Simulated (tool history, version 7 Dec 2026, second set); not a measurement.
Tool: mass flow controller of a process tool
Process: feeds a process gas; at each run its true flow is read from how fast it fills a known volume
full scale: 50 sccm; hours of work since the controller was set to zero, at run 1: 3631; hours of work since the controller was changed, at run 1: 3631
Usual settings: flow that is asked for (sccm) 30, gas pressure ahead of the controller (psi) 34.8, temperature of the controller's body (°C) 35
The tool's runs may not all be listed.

| run | hour | flow that is asked for (sccm) | gas pressure ahead of the controller (psi) | temperature of the controller's body (°C) | hours of work since the controller was set to zero | hours of work since the controller was changed | true flow (%) |
|---|---|---|---|---|---|---|---|
| 1 | 0 | 30 | 34.8 | 35 | 3631 | 3631 | 98.34 |
| 2 | 98.1 | 30 | 34.8 | 35 | 3699 | 3699 | 98.34 |
| 3 | 254.8 | 30 | 34.8 | 27 | 3809 | 3809 | 98.7 |
| 4 | 433 | 11 | 34.8 | 27 | 3934 | 3934 | 95.72 |
| 5 | 589 | 11 | 34.8 | 27 | 4043 | 4043 | 95.6 |
| 6 | 725.1 | 7 | 34.8 | 35 | 4139 | 4139 | 92.33 |
| 7 | 896 | 7 | 34.8 | 35 | 4258 | 4258 | 92.2 |
| 8 | 1016 | 7 | 34.8 | 35 | 4342 | 4342 | 92.11 |
| 9 | 1108.1 | 9 | 34.8 | 21 | 4407 | 4407 | 94.48 |
| 10 | 1257 | 28 | 40.3 | 21 | 4511 | 4511 | 98.66 |

4 options for the next run, each taken on its own from the tool as it stands now. Forecast them:
| A | 1386.2 | 8 | 39.7 | 39 | 4602 | 4602 | ? |
| B | 1386.2 | 28 | 21.2 | 32 | 4602 | 4602 | ? |
| C | 1386.2 | 30 | 20.9 | 30 | 4602 | 4602 | ? |
| D | 1386.2 | 17 | 31.5 | 35 | 4602 | 4602 | ? |

| run | true flow (%) |
|---|---|
| A | 92.41 |
| B | 98.53 |
| C | 98.74 |
| D | 96.53 |
The same runs, with their run-to-run variation unchanged, on a tool lacking any hidden condition would have given:
| run | true flow (%) |
|---|---|
| A | 98.01 |
| B | 99.36 |
| C | 99.45 |
| D | 98.6 |

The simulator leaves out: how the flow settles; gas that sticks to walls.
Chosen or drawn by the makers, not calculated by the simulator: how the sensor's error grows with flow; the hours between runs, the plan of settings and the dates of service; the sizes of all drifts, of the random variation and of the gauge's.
